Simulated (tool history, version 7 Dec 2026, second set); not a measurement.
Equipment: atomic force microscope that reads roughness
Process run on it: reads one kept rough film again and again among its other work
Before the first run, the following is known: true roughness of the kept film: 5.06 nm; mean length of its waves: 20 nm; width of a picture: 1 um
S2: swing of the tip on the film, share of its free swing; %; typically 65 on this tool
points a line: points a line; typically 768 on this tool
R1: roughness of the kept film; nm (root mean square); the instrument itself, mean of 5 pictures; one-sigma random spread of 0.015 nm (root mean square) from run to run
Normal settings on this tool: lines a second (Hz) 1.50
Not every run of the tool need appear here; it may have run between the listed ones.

run 1 hour=0.0 | lines_a_second_(Hz)=1.50 S2=65 points_a_line=768 | R1=3.271
run 2 hour=12.5 | lines_a_second_(Hz)=1.50 S2=65 points_a_line=768 | R1=3.135
run 3 hour=37.3 | lines_a_second_(Hz)=1.50 S2=65 points_a_line=768 | R1=2.911
run 4 hour=50.5 | lines_a_second_(Hz)=1.50 S2=65 points_a_line=768 | R1=2.796
run 5 hour=65.0 | lines_a_second_(Hz)=1.85 S2=65 points_a_line=768 | R1=2.672
run 6 hour=81.0 | lines_a_second_(Hz)=1.85 S2=65 points_a_line=574 | R1=2.538
run 7 hour=92.3 | lines_a_second_(Hz)=1.85 S2=65 points_a_line=574 | R1=2.486
run 8 hour=110.7 | lines_a_second_(Hz)=1.50 S2=65 points_a_line=794 | R1=2.407
run 9 hour=132.2 | lines_a_second_(Hz)=1.50 S2=65 points_a_line=374 | R1=3.504
run 10 hour=149.1 | lines_a_second_(Hz)=1.50 S2=65 points_a_line=768 | R1=3.309
run 11 hour=169.9 | lines_a_second_(Hz)=0.74 S2=65 points_a_line=768 | R1=3.161
run 12 hour=188.2 | lines_a_second_(Hz)=0.74 S2=65 points_a_line=768 | R1=2.969
run 13 hour=209.9 | lines_a_second_(Hz)=0.74 S2=65 points_a_line=768 | R1=2.785
run 14 hour=224.1 | lines_a_second_(Hz)=1.50 S2=65 points_a_line=768 | R1=2.616
run 15 hour=248.8 | lines_a_second_(Hz)=1.50 S2=65 points_a_line=768 | R1=2.456
run 16 hour=265.9 | lines_a_second_(Hz)=1.50 S2=65 points_a_line=768 | R1=2.355
run 17 hour=277.4 | lines_a_second_(Hz)=1.50 S2=65 points_a_line=768 | R1=2.280
run 18 hour=300.0 | lines_a_second_(Hz)=1.32 S2=65 points_a_line=768 | R1=3.342
run 19 hour=318.6 | lines_a_second_(Hz)=1.32 S2=65 points_a_line=768 | R1=3.148
run 20 hour=338.2 | lines_a_second_(Hz)=1.32 S2=65 points_a_line=768 | R1=2.985
run 21 hour=348.6 | lines_a_second_(Hz)=1.32 S2=65 points_a_line=768 | R1=2.883
run 22 hour=366.3 | lines_a_second_(Hz)=2.82 S2=71 points_a_line=555 | R1=2.556
run 23 hour=377.8 | lines_a_second_(Hz)=0.80 S2=68 points_a_line=348 | R1=2.613
run 24 hour=402.2 | lines_a_second_(Hz)=0.80 S2=68 points_a_line=348 | R1=2.467
run 25 hour=425.3 | lines_a_second_(Hz)=0.57 S2=68 points_a_line=296 | R1=2.309
run 26 hour=442.1 | lines_a_second_(Hz)=0.93 S2=84 points_a_line=339 | R1=3.275
run 27 hour=467.6 | lines_a_second_(Hz)=3.12 S2=55 points_a_line=339 | R1=3.099
run 28 hour=480.2 | lines_a_second_(Hz)=3.12 S2=55 points_a_line=339 | R1=2.959
run 29 hour=491.7 | lines_a_second_(Hz)=1.98 S2=58 points_a_line=725 | R1=2.945
run 30 hour=512.1 | lines_a_second_(Hz)=1.98 S2=82 points_a_line=756 | R1=2.515
run 31 hour=524.0 | lines_a_second_(Hz)=1.71 S2=82 points_a_line=756 | R1=2.458
run 32 hour=549.7 | lines_a_second_(Hz)=1.50 S2=86 points_a_line=768 | R1=2.276
run 33 hour=566.4 | lines_a_second_(Hz)=0.68 S2=61 points_a_line=434 | R1=2.370
run 34 hour=590.5 | lines_a_second_(Hz)=0.68 S2=61 points_a_line=434 | R1=3.513
run 35 hour=605.0 | lines_a_second_(Hz)=0.68 S2=61 points_a_line=434 | R1=3.351
run 36 hour=628.2 | lines_a_second_(Hz)=0.58 S2=57 points_a_line=356 | R1=3.109
run 37 hour=650.2 | lines_a_second_(Hz)=0.58 S2=81 points_a_line=998 | R1=2.853
run 38 hour=668.2 | lines_a_second_(Hz)=3.43 S2=59 points_a_line=420 | R1=2.610
run 39 hour=694.2 | lines_a_second_(Hz)=3.43 S2=59 points_a_line=420 | R1=2.444
run 40 hour=707.2 | lines_a_second_(Hz)=2.13 S2=72 points_a_line=491 | R1=2.315
run 41 hour=730.3 | lines_a_second_(Hz)=2.13 S2=72 points_a_line=491 | R1=2.171

Put back what was entered between runs (6 entries, withheld): which listed runs does each sit between, and how does the hidden state differ from the listed run before to the listed run after?
Run 8 -> run 9: new tip fitted (hour 128.5)
  radius of the tip, nm: 20.8 -> 7.3; height scale over the true one, %: -0.11 -> -0.13
  measured value less the no-hidden-state value, R1: -1.229 -> -0.047 nm (root mean square)
Run 17 -> run 18: height scale calibrated on a step standard (hour 279.5); new tip fitted (hour 281.3)
  radius of the tip, nm: 22.3 -> 9; height scale over the true one, %: -0.23 -> -0.28
  measured value less the no-hidden-state value, R1: -1.305 -> -0.255 nm (root mean square)
Run 23 -> run 24: height scale calibrated on a step standard, once more (hour 385.0)
  radius of the tip, nm: 16.8 -> 19.1; height scale over the true one, %: -0.33 -> 0
  measured value less the no-hidden-state value, R1: -0.953 -> -1.107 nm (root mean square)
Run 25 -> run 26: new tip fitted (hour 434.8)
  radius of the tip, nm: 21.6 -> 8.3; height scale over the true one, %: -0.02 -> -0.03
  measured value less the no-hidden-state value, R1: -1.247 -> -0.155 nm (root mean square)
Run 33 -> run 34: new tip fitted (hour 585.7)
  radius of the tip, nm: 21.2 -> 8; height scale over the true one, %: -0.12 -> -0.13
  measured value less the no-hidden-state value, R1: -1.249 -> -0.136 nm (root mean square)

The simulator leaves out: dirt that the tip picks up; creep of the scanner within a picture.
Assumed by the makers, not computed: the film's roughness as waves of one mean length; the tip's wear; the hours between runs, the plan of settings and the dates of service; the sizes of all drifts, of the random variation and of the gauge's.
